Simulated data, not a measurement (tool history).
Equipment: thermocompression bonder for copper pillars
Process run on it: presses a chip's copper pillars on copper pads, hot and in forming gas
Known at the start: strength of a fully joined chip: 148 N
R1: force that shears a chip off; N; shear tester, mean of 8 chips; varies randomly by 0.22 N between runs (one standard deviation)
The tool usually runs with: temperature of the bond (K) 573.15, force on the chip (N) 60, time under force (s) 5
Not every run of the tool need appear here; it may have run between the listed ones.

{"run": 1, "hour": 0.0, "temperature of the bond (K)": 573.15, "force on the chip (N)": 60, "time under force (s)": 5, "R1": 82.5}
{"run": 2, "hour": 31.3, "temperature of the bond (K)": 573.15, "force on the chip (N)": 60, "time under force (s)": 5, "R1": 81.7}
{"run": 3, "hour": 66.4, "temperature of the bond (K)": 582.15, "force on the chip (N)": 60, "time under force (s)": 5, "R1": 87.9}
{"run": 4, "hour": 98.1, "temperature of the bond (K)": 582.15, "force on the chip (N)": 60, "time under force (s)": 5, "R1": 88.1}
{"run": 5, "hour": 136.6, "temperature of the bond (K)": 582.15, "force on the chip (N)": 60, "time under force (s)": 5, "R1": 87.9}
{"run": 6, "hour": 168.3, "temperature of the bond (K)": 582.15, "force on the chip (N)": 60, "time under force (s)": 5, "R1": 88.2}
{"run": 7, "hour": 201.4, "temperature of the bond (K)": 573.15, "force on the chip (N)": 60, "time under force (s)": 5, "R1": 81.6}
{"run": 8, "hour": 242.5, "temperature of the bond (K)": 573.15, "force on the chip (N)": 60, "time under force (s)": 5, "R1": 81}
{"run": 9, "hour": 270.9, "temperature of the bond (K)": 573.15, "force on the chip (N)": 60, "time under force (s)": 5, "R1": 81.2}
{"hour": 295.9, "done": "forming gas filter changed"}
{"run": 10, "hour": 318.3, "temperature of the bond (K)": 573.15, "force on the chip (N)": 60, "time under force (s)": 5, "R1": 84.7}
{"run": 11, "hour": 383.0, "temperature of the bond (K)": 573.15, "force on the chip (N)": 60, "time under force (s)": 5, "R1": 84.6}
{"run": 12, "hour": 431.0, "temperature of the bond (K)": 573.15, "force on the chip (N)": 60, "time under force (s)": 5, "R1": 84.3}
{"run": 13, "hour": 491.2, "temperature of the bond (K)": 573.15, "force on the chip (N)": 60, "time under force (s)": 5, "R1": 84.1}
{"hour": 519.3, "done": "heater calibrated with a thermocouple chip"}
{"run": 14, "hour": 558.0, "temperature of the bond (K)": 573.15, "force on the chip (N)": 60, "time under force (s)": 4, "R1": 72.1}
{"run": 15, "hour": 599.8, "temperature of the bond (K)": 573.15, "force on the chip (N)": 60, "time under force (s)": 5, "R1": 77.9}
{"run": 16, "hour": 661.9, "temperature of the bond (K)": 573.15, "force on the chip (N)": 60, "time under force (s)": 5, "R1": 77.1}
{"run": 17, "hour": 714.3, "temperature of the bond (K)": 573.15, "force on the chip (N)": 60, "time under force (s)": 5, "R1": 77}
{"run": 18, "hour": 749.1, "temperature of the bond (K)": 573.15, "force on the chip (N)": 60, "time under force (s)": 5, "R1": 77.2}
{"run": 19, "hour": 781.2, "temperature of the bond (K)": 584.15, "force on the chip (N)": 60, "time under force (s)": 5, "R1": 84.7}
{"hour": 798.3, "done": "forming gas filter changed"}
{"run": 20, "hour": 823.7, "temperature of the bond (K)": 546.15, "force on the chip (N)": 52, "time under force (s)": 7, "R1": 63.5}
{"run": 21, "hour": 891.6, "temperature of the bond (K)": 561.15, "force on the chip (N)": 54, "time under force (s)": 5, "R1": 66.7}
{"run": 22, "hour": 945.5, "temperature of the bond (K)": 593.15, "force on the chip (N)": 64, "time under force (s)": 14, "R1": 122.7}
{"run": 23, "hour": 986.1, "temperature of the bond (K)": 593.15, "force on the chip (N)": 64, "time under force (s)": 14, "R1": 121.6}
{"run": 24, "hour": 1047.3, "temperature of the bond (K)": 545.15, "force on the chip (N)": 66, "time under force (s)": 4, "R1": 58.6}
{"run": 25, "hour": 1105.2, "temperature of the bond (K)": 545.15, "force on the chip (N)": 55, "time under force (s)": 4, "R1": 52.2}
{"run": 26, "hour": 1139.6, "temperature of the bond (K)": 573.15, "force on the chip (N)": 60, "time under force (s)": 9, "R1": 94.4}
{"run": 27, "hour": 1173.2, "temperature of the bond (K)": 573.15, "force on the chip (N)": 78, "time under force (s)": 10, "R1": 109.1}
{"run": 28, "hour": 1230.0, "temperature of the bond (K)": 573.15, "force on the chip (N)": 78, "time under force (s)": 10, "R1": 108.2}
{"run": 29, "hour": 1288.0, "temperature of the bond (K)": 545.15, "force on the chip (N)": 86, "time under force (s)": 10, "R1": 92.5}
{"hour": 1299.4, "done": "forming gas filter changed"}
{"run": 30, "hour": 1348.7, "temperature of the bond (K)": 545.15, "force on the chip (N)": 37, "time under force (s)": 5, "R1": 44.3}
{"hour": 1385.4, "done": "force cell calibrated"}
{"run": 31, "hour": 1408.9, "temperature of the bond (K)": 559.15, "force on the chip (N)": 64, "time under force (s)": 9, "R1": 92.5}
{"run": 32, "hour": 1444.6, "temperature of the bond (K)": 573.15, "force on the chip (N)": 47, "time under force (s)": 6, "R1": 76.8}
{"run": 33, "hour": 1487.5, "temperature of the bond (K)": 573.15, "force on the chip (N)": 74, "time under force (s)": 6, "R1": 97.8}
{"run": 34, "hour": 1526.7, "temperature of the bond (K)": 573.15, "force on the chip (N)": 74, "time under force (s)": 6, "R1": 97.7}
{"run": 35, "hour": 1562.4, "temperature of the bond (K)": 551.15, "force on the chip (N)": 41, "time under force (s)": 3, "R1": 42.3}

The same runs without the tool's hidden state, with the same run-to-run variation:
What the log doesn't record here: true temperature of the bond over the reading, C; force that reaches the chip, % of what is set; oxide that the forming gas leaves, % of the face; drift of the gauge itself on shear_n, %.
run=1 R1=81.3
run=2 R1=80.6
run=3 R1=87.2
run=4 R1=87.5
run=5 R1=87.5
run=6 R1=88
run=7 R1=81.2
run=8 R1=80.8
run=9 R1=81.1
run=10 R1=81
run=11 R1=81.1
run=12 R1=81.1
run=13 R1=81.1
run=14 R1=75.1
run=15 R1=81.3
run=16 R1=80.7
run=17 R1=80.8
run=18 R1=81.1
run=19 R1=89.1
run=20 R1=64.1
run=21 R1=67.5
run=22 R1=124.5
run=23 R1=123.7
run=24 R1=59.5
run=25 R1=53.1
run=26 R1=96.7
run=27 R1=112.2
run=28 R1=111.6
run=29 R1=95.2
run=30 R1=43.4
run=31 R1=89.8
run=32 R1=74.4
run=33 R1=95.8
run=34 R1=95.9
run=35 R1=40.5
